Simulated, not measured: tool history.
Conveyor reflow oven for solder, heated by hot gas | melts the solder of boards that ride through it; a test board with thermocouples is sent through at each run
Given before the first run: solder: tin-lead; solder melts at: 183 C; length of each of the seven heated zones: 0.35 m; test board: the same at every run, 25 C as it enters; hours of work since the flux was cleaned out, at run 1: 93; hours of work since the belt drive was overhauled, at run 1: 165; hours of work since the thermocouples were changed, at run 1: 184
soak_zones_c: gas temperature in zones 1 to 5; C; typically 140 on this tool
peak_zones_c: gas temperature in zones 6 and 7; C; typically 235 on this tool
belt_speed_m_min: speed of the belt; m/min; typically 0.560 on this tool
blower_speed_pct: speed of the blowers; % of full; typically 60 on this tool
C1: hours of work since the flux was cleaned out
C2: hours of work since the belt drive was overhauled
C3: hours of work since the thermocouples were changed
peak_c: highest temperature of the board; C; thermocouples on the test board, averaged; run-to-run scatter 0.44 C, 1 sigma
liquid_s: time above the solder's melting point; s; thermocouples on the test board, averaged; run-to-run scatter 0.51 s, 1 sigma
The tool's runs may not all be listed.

Run 1, hour 0.0: usual settings; C1 93; C2 165; C3 184. Result: peak_c 217.4 C, liquid_s 57.0 s.
Run 2, hour 8.5: usual settings; C1 98; C2 170; C3 189. Result: peak_c 217.7 C, liquid_s 57.4 s.
Run 3, hour 16.4: usual settings but belt_speed_m_min 0.556 m/min; C1 102; C2 175; C3 193. Result: peak_c 218.1 C, liquid_s 57.5 s.
Run 4, hour 26.9: usual settings but belt_speed_m_min 0.548 m/min; C1 109; C2 181; C3 200. Result: peak_c 217.8 C, liquid_s 58.6 s.
Run 5, hour 35.5: usual settings but peak_zones_c 241 C; C1 114; C2 186; C3 205. Result: peak_c 223.6 C, liquid_s 60.7 s.
Run 6, hour 44.0: usual settings; C1 119; C2 192; C3 210. Result: peak_c 217.2 C, liquid_s 56.5 s.
Run 7, hour 52.1: usual settings; C1 124; C2 196; C3 215. Result: peak_c 217.7 C, liquid_s 55.8 s.
Run 8, hour 61.0: usual settings; C1 129; C2 202; C3 220. Result: peak_c 217.0 C, liquid_s 56.6 s.
Run 9, hour 68.6: usual settings; C1 133; C2 206; C3 225. Result: peak_c 216.7 C, liquid_s 57.3 s.
Run 10, hour 73.9: usual settings but peak_zones_c 242 C; C1 137; C2 209; C3 228. Result: peak_c 223.9 C, liquid_s 61.0 s.
Run 11, hour 79.7: usual settings but peak_zones_c 242 C; C1 140; C2 213; C3 231. Result: peak_c 223.0 C, liquid_s 60.0 s.
Run 12, hour 87.4: usual settings but peak_zones_c 242 C; C1 145; C2 217; C3 236. Result: peak_c 223.0 C, liquid_s 61.2 s.
Run 13, hour 95.5: usual settings; C1 149; C2 222; C3 241. Result: peak_c 217.4 C, liquid_s 56.2 s.
Run 14, hour 104.4: usual settings; C1 155; C2 228; C3 246. Result: peak_c 216.6 C, liquid_s 57.0 s.
At hour 113.4: flux residue cleaned out of gas plates and filters.
Run 15, hour 120.5: usual settings; C1 4; C2 234; C3 252. Result: peak_c 218.9 C, liquid_s 58.0 s.
Run 16, hour 130.5: usual settings but soak_zones_c 144 C; C1 10; C2 240; C3 258. Result: peak_c 219.7 C, liquid_s 59.1 s.
Run 17, hour 139.4: usual settings but blower_speed_pct 72 % of full; C1 15; C2 245; C3 264. Result: peak_c 221.2 C, liquid_s 61.1 s.
Run 18, hour 147.9: usual settings but soak_zones_c 145 C; C1 21; C2 250; C3 269. Result: peak_c 219.4 C, liquid_s 60.5 s.
Run 19, hour 154.6: usual settings but belt_speed_m_min 0.615 m/min; C1 25; C2 254; C3 273. Result: peak_c 215.1 C, liquid_s 49.2 s.
Run 20, hour 161.7: usual settings but belt_speed_m_min 0.615 m/min, blower_speed_pct 61 % of full; C1 29; C2 259; C3 277. Result: peak_c 216.2 C, liquid_s 49.9 s.
Run 21, hour 168.6: usual settings but belt_speed_m_min 0.624 m/min, blower_speed_pct 61 % of full; C1 33; C2 263; C3 281. Result: peak_c 214.3 C, liquid_s 48.2 s.
At hour 173.4: belt drive overhauled, speed set with a stopwatch.
Run 22, hour 180.6: usual settings but soak_zones_c 136 C, peak_zones_c 244 C, blower_speed_pct 81 % of full; C1 38; C2 4; C3 286. Result: peak_c 231.8 C, liquid_s 64.3 s.
Run 23, hour 189.2: usual settings but peak_zones_c 233 C; C1 43; C2 9; C3 291. Result: peak_c 216.6 C, liquid_s 56.0 s.
At hour 194.2: belt drive overhauled, speed set with a stopwatch, once more.
Run 24, hour 203.0: usual settings but soak_zones_c 132 C, peak_zones_c 246 C, belt_speed_m_min 0.461 m/min, blower_speed_pct 85 % of full; C1 49; C2 5; C3 297. Result: peak_c 238.7 C, liquid_s 81.8 s.
Run 25, hour 214.1: usual settings but soak_zones_c 132 C, peak_zones_c 246 C, belt_speed_m_min 0.452 m/min, blower_speed_pct 85 % of full; C1 55; C2 12; C3 303. Result: peak_c 239.1 C, liquid_s 83.0 s.
Run 26, hour 221.7: usual settings but belt_speed_m_min 0.656 m/min, blower_speed_pct 56 % of full; C1 60; C2 16; C3 308. Result: peak_c 211.0 C, liquid_s 41.8 s.
Run 27, hour 227.1: usual settings but belt_speed_m_min 0.490 m/min, blower_speed_pct 56 % of full; C1 63; C2 20; C3 311. Result: peak_c 220.4 C, liquid_s 68.6 s.
Run 28, hour 236.3: usual settings but belt_speed_m_min 0.490 m/min, blower_speed_pct 56 % of full; C1 68; C2 25; C3 317. Result: peak_c 221.2 C, liquid_s 68.4 s.
Run 29, hour 245.8: usual settings but peak_zones_c 224 C, belt_speed_m_min 0.490 m/min, blower_speed_pct 56 % of full; C1 74; C2 31; C3 322. Result: peak_c 211.3 C, liquid_s 59.3 s.
Run 30, hour 250.5: usual settings but peak_zones_c 224 C, belt_speed_m_min 0.490 m/min, blower_speed_pct 56 % of full; C1 77; C2 34; C3 325. Result: peak_c 211.2 C, liquid_s 59.4 s.
Run 31, hour 256.4: usual settings but peak_zones_c 224 C, belt_speed_m_min 0.490 m/min, blower_speed_pct 56 % of full; C1 80; C2 37; C3 329. Result: peak_c 211.3 C, liquid_s 58.7 s.

Alternative continuations, all from the tool just after run 31; predict every row:
Run A, hour 261.4: usual settings but peak_zones_c 224 C, belt_speed_m_min 0.567 m/min, blower_speed_pct 70 % of full; C1 83; C2 40; C3 332. Result: peak_c ?, liquid_s ?.
Run B, hour 261.4: usual settings but soak_zones_c 127 C; C1 83; C2 40; C3 332. Result: peak_c ?, liquid_s ?.
Run C, hour 261.4: usual settings but peak_zones_c 224 C, belt_speed_m_min 0.490 m/min, blower_speed_pct 56 % of full; C1 83; C2 40; C3 332. Result: peak_c ?, liquid_s ?.

run  peak_c  liquid_s
  A   211.0      51.4
  B   214.8      50.6
  C   210.9      59.4
With no hidden state in the tool, these same runs would have given:
run  peak_c  liquid_s
  A   211.0      51.9
  B   215.0      51.0
  C   210.7      59.5
